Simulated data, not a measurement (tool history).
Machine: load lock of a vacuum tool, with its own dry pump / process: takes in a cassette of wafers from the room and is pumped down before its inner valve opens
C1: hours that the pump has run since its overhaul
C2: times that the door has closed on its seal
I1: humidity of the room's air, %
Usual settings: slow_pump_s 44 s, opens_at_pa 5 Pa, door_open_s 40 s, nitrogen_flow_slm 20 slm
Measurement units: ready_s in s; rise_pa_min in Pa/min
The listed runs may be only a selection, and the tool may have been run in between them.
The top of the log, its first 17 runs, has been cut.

Run 18, day 134.871: usual settings but slow_pump_s 26 s, opens_at_pa 8 Pa, door_open_s 93 s, nitrogen_flow_slm 43 slm; C1 4291; C2 33172; I1 45.0. Result: ready_s 78.6 s, rise_pa_min 0.024 Pa/min.
Run 19, day 139.612: usual settings but door_open_s 133 s, nitrogen_flow_slm 27 slm; C1 4405; C2 33465; I1 49.3. Result: ready_s 94.6 s, rise_pa_min 0.038 Pa/min.
Run 20, day 144.088: usual settings but door_open_s 133 s, nitrogen_flow_slm 27 slm; C1 4513; C2 33742; I1 42.7. Result: ready_s 96.2 s, rise_pa_min 0.038 Pa/min.
Run 21, day 151.367: usual settings but nitrogen_flow_slm 31 slm; C1 4687; C2 34193; I1 46.8. Result: ready_s 95.1 s, rise_pa_min 0.023 Pa/min.
Run 22, day 158.833: usual settings but opens_at_pa 7 Pa; C1 4867; C2 34655; I1 44.1. Result: ready_s 92.9 s, rise_pa_min 0.022 Pa/min.
Run 23, day 168.929: usual settings but opens_at_pa 6 Pa; C1 5109; C2 35279; I1 44.1. Result: ready_s 93.8 s, rise_pa_min 0.015 Pa/min.
Run 24, day 178.779: usual settings but slow_pump_s 25 s, opens_at_pa 6 Pa, nitrogen_flow_slm 23 slm; C1 5345; C2 35889; I1 46.0. Result: ready_s 79.9 s, rise_pa_min 0.022 Pa/min.
Run 25, day 183.262: usual settings but slow_pump_s 24 s, door_open_s 48 s, nitrogen_flow_slm 6 slm; C1 5453; C2 36166; I1 48.2. Result: ready_s 80.0 s, rise_pa_min 0.036 Pa/min.
Run 26, day 193.575: usual settings but slow_pump_s 86 s, opens_at_pa 9 Pa, door_open_s 48 s, nitrogen_flow_slm 6 slm; C1 5700; C2 36805; I1 40.0. Result: ready_s 125.0 s, rise_pa_min 0.035 Pa/min.
Run 27, day 203.129: usual settings but slow_pump_s 36 s, opens_at_pa 8 Pa, door_open_s 35 s, nitrogen_flow_slm 22 slm; C1 5930; C2 37396; I1 45.5. Result: ready_s 86.1 s, rise_pa_min 0.021 Pa/min.
Run 28, day 209.304: usual settings but slow_pump_s 36 s, opens_at_pa 8 Pa, door_open_s 61 s, nitrogen_flow_slm 22 slm; C1 6078; C2 37778; I1 44.0. Result: ready_s 85.7 s, rise_pa_min 0.019 Pa/min.
Run 29, day 213.612: usual settings but slow_pump_s 36 s, opens_at_pa 4 Pa, door_open_s 231 s, nitrogen_flow_slm 25 slm; C1 6181; C2 38044; I1 44.7. Result: ready_s 90.8 s, rise_pa_min 0.049 Pa/min.

Run 30, settings as shown, results not yet in. Your forecast:
Run 30, day 222.742: usual settings but slow_pump_s 76 s, opens_at_pa 4 Pa, nitrogen_flow_slm 21 slm; C1 6400; C2 38609; I1 46.7. Result: ready_s ?, rise_pa_min ?.

ready_s: 122.0 s
rise_pa_min: 0.019 Pa/min
Had the tool carried no hidden state, the very same run would have given ready_s 121.9 s, rise_pa_min 0.018 Pa/min.
